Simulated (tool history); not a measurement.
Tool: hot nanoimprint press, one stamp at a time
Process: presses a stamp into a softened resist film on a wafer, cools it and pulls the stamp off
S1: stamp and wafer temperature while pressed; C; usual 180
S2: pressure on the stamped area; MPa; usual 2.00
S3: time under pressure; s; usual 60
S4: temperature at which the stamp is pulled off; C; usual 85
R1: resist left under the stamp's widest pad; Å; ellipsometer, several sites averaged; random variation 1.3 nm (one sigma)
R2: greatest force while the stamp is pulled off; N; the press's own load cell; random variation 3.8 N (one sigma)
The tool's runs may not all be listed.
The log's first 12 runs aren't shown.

run   hour   S1    S2  S3  S4    R1   R2
 13  170.3  186  2.00  60  85  1498  201
 14  182.1  186  2.00  60  85  1488  205
 15  199.8  186  2.00  60  85  1498  206
 16  220.1  180  2.00  60  85  2021  206
 17  230.4  180  3.07  60  85  1745  206
 18  243.5  179  1.45  60  85  2325  208
 19  264.7  190  1.41  59  88  1475  197
 20  275.0  190  2.51  59  88  1121  201
 21  287.9  172  2.00  60  85  2816  219

Forecast run 22:
 22  298.5  172  2.00  60  85   ?   ?

Run 22 gave R1 2791 Å, R2 218 N.
Without the tool's hidden state the same run would have given R1 2730 Å, R2 187 N.

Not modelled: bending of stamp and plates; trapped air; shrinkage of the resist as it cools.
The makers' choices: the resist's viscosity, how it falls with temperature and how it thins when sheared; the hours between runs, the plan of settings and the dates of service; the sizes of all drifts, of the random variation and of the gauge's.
